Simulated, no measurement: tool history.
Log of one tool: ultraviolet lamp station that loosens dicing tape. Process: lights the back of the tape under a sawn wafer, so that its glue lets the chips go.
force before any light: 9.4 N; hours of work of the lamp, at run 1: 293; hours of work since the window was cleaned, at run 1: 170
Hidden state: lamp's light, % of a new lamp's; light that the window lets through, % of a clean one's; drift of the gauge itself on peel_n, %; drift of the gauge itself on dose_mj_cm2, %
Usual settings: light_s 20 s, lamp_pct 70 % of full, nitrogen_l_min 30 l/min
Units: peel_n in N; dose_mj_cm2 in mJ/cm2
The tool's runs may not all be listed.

run,hour,light_s,lamp_pct,nitrogen_l_min,hours of work of the lamp,hours of work since the window was cleaned,peel_n,dose_mj_cm2
1,0.0,20,70,30,293,170,1.412,267
2,14.1,20,70,30,300,177,1.463,265
3,39.9,20,70,30,313,190,1.521,261
4,55.0,20,70,30,320,197,1.511,259
5,82.7,20,70,30,334,212,1.529,260
6,102.9,20,70,30,345,222,1.560,259
7,134.8,20,62,30,361,238,1.973,222
# hour 137.1: window cleaned of glue's vapour
8,157.5,20,62,30,372,10,1.992,216
9,182.8,39,70,20,385,23,0.596,476
10,205.0,12,62,38,396,34,3.464,127
11,219.5,22,66,11,403,42,2.709,250
# hour 244.2: window cleaned of glue's vapour, once more
12,245.7,17,61,11,416,1,3.713,187
13,268.9,15,70,26,428,13,2.633,190
14,294.2,15,70,26,441,25,2.776,186
15,308.5,16,91,10,448,33,2.781,258

3 ways to go on from here, each from the tool as it stands after run 15. What would each give?
A,329.1,31,91,10,459,43,?,?
B,329.1,24,80,50,459,43,?,?
C,329.1,36,76,25,459,43,?,?

run,peel_n,dose_mj_cm2
A,1.001,499
B,0.678,340
C,0.488,482
Without the tool's hidden state the same runs would have given:
run,peel_n,dose_mj_cm2
A,0.563,656
B,0.372,447
C,0.276,634

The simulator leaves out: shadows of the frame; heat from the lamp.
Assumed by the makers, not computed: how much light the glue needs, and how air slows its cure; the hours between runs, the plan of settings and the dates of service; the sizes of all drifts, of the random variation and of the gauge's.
